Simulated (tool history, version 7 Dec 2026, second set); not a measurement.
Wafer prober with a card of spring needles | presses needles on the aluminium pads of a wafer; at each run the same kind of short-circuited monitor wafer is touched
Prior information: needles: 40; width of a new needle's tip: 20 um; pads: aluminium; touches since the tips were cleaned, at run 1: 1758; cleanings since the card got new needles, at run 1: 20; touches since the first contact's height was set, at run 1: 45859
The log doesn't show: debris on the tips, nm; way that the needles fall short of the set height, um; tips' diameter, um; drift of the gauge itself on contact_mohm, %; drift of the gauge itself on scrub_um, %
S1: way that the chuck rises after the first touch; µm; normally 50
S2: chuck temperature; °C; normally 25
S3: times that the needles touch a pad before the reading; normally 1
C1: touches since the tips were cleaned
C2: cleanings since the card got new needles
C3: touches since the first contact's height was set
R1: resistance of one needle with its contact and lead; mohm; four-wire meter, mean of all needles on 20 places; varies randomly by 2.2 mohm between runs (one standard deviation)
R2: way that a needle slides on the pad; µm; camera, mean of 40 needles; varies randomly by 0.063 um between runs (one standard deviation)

run	hour	S1	S2	S3	C1	C2	C3	R1	R2
1	0.0	50	25	1	1758	20	45859	291	9.55
# hour 2.4: tips cleaned on abrasive film
# hour 11.6: tips cleaned on abrasive film
# hour 22.9: tips cleaned on abrasive film
# hour 34.2: tips cleaned on abrasive film
2	34.4	50	25	1	37	24	52900	256	9.54
# hour 43.7: tips cleaned on abrasive film
# hour 52.9: tips cleaned on abrasive film
3	59.1	50	25	2	1288	26	57963	272	9.51
# hour 63.7: tips cleaned on abrasive film
# hour 75.2: tips cleaned on abrasive film
# hour 86.7: tips cleaned on abrasive film
# hour 91.3: tips cleaned on abrasive film, once more
4	98.0	50	25	2	1375	30	65926	276	9.42
# hour 102.6: tips cleaned on abrasive film
# hour 113.9: tips cleaned on abrasive film
# hour 123.1: tips cleaned on abrasive film
5	128.0	50	25	2	1012	33	72078	270	9.45
# hour 132.6: tips cleaned on abrasive film
# hour 141.8: tips cleaned on abrasive film
# hour 151.0: tips cleaned on abrasive film
# hour 162.5: tips cleaned on abrasive film
# hour 171.7: tips cleaned on abrasive film
6	174.4	59	25	2	560	38	81576	258	11.16
# hour 181.3: tips cleaned on abrasive film
# hour 192.6: tips cleaned on abrasive film
7	196.9	59	25	2	894	40	86203	267	11.01
# hour 203.9: tips cleaned on abrasive film
# hour 213.1: tips cleaned on abrasive film
8	219.3	59	25	1	1295	42	90793	278	11.13
# hour 224.0: tips cleaned on abrasive film
# hour 233.2: tips cleaned on abrasive film
# hour 244.6: tips cleaned on abrasive film
# hour 256.1: tips cleaned on abrasive film
# hour 265.3: tips cleaned on abrasive film
9	268.3	59	25	1	628	47	100833	269	10.90
# hour 275.3: tips cleaned on abrasive film
# hour 284.5: tips cleaned on abrasive film
# hour 295.1: tips cleaned on abrasive film
10	295.1	50	25	2	0	50	106318	255	9.26
# hour 306.5: tips cleaned on abrasive film
# hour 318.0: tips cleaned on abrasive film
11	318.6	50	25	2	130	52	111132	258	9.07
# hour 327.8: tips cleaned on abrasive film
# hour 339.1: tips cleaned on abrasive film
# hour 348.3: tips cleaned on abrasive film
# hour 359.8: tips cleaned on abrasive film
12	363.6	40	42	1	800	56	120367	301	7.18

Alternative continuations, all from the tool just after run 12; predict every row:
# hour 370.5: tips cleaned on abrasive film
# hour 382.0: tips cleaned on abrasive film
# hour 393.5: tips cleaned on abrasive film
A	401.9	60	25	3	1740	59	128226	?	?
# hour 370.5: tips cleaned on abrasive film
# hour 382.0: tips cleaned on abrasive film
# hour 393.5: tips cleaned on abrasive film
B	401.9	46	42	1	1740	59	128226	?	?
# hour 370.5: tips cleaned on abrasive film
# hour 382.0: tips cleaned on abrasive film
# hour 393.5: tips cleaned on abrasive film
C	401.9	63	58	1	1740	59	128226	?	?
# hour 370.5: tips cleaned on abrasive film
# hour 382.0: tips cleaned on abrasive film
# hour 393.5: tips cleaned on abrasive film
D	401.9	64	25	1	1740	59	128226	?	?

run	R1	R2
A	262	11.05
B	308	8.32
C	285	11.66
D	279	11.93
What these runs would have given with no unlogged condition in the tool:
run	R1	R2
A	249	11.81
B	255	9.07
C	256	12.42
D	249	12.69
